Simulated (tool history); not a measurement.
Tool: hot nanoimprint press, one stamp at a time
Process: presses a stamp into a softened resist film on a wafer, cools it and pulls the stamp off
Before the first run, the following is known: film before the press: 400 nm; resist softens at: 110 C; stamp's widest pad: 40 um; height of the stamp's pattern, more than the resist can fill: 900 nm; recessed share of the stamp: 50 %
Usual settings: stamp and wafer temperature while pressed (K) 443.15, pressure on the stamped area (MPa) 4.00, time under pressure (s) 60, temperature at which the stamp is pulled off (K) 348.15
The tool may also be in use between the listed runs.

| run | hour | stamp and wafer temperature while pressed (K) | pressure on the stamped area (MPa) | time under pressure (s) | temperature at which the stamp is pulled off (K) | resist left under the stamp's widest pad (nm) | greatest force while the stamp is pulled off (N) |
|---|---|---|---|---|---|---|---|
| 1 | 0.0 | 443.15 | 4.00 | 60 | 348.15 | 194.9 | 217 |
| 2 | 7.3 | 443.15 | 4.00 | 60 | 348.15 | 194.1 | 215 |
| 3 | 20.8 | 443.15 | 4.00 | 60 | 348.15 | 191.7 | 207 |
| 4 | 27.1 | 443.15 | 4.00 | 60 | 348.15 | 193.2 | 218 |
| 5 | 39.4 | 443.15 | 4.00 | 60 | 348.15 | 193.8 | 221 |
| 6 | 53.0 | 443.15 | 4.00 | 60 | 348.15 | 194.6 | 214 |
| 7 | 64.1 | 443.15 | 4.00 | 91 | 348.15 | 167.5 | 217 |
| 8 | 73.8 | 443.15 | 4.00 | 91 | 348.15 | 167.1 | 224 |
| 9 | 83.3 | 443.15 | 4.00 | 91 | 348.15 | 168.7 | 221 |
| 10 | 93.4 | 443.15 | 2.48 | 60 | 347.15 | 244.5 | 212 |
| 11 | 102.0 | 443.15 | 2.48 | 60 | 347.15 | 243.4 | 220 |
| 12 | 109.4 | 448.15 | 6.36 | 61 | 348.15 | 124.7 | 219 |
| 13 | 115.7 | 448.15 | 6.36 | 61 | 348.15 | 124.6 | 209 |
| 14 | 121.6 | 443.15 | 4.00 | 60 | 345.15 | 195.2 | 234 |
| 15 | 130.3 | 443.15 | 2.72 | 60 | 348.15 | 234.6 | 216 |
| 16 | 137.7 | 443.15 | 4.00 | 43 | 354.15 | 215.7 | 182 |

Branching from run 16: 5 alternative next runs. What would each branch give?
| A | 145.7 | 443.15 | 4.00 | 55 | 341.15 | ? | ? |
| B | 145.7 | 449.15 | 3.31 | 37 | 354.15 | ? | ? |
| C | 145.7 | 443.15 | 3.39 | 43 | 354.15 | ? | ? |
| D | 145.7 | 443.15 | 4.00 | 60 | 345.15 | ? | ? |
| E | 145.7 | 443.15 | 6.07 | 43 | 347.15 | ? | ? |

| run | resist left under the stamp's widest pad (nm) | greatest force while the stamp is pulled off (N) |
|---|---|---|
| A | 197.9 | 260 |
| B | 205.2 | 191 |
| C | 233.6 | 190 |
| D | 194.3 | 239 |
| E | 173.8 | 225 |
With no hidden state in the tool, these same runs would have given:
| run | resist left under the stamp's widest pad (nm) | greatest force while the stamp is pulled off (N) |
|---|---|---|
| A | 193.3 | 237 |
| B | 201.2 | 174 |
| C | 229.1 | 172 |
| D | 189.7 | 218 |
| E | 168.5 | 205 |

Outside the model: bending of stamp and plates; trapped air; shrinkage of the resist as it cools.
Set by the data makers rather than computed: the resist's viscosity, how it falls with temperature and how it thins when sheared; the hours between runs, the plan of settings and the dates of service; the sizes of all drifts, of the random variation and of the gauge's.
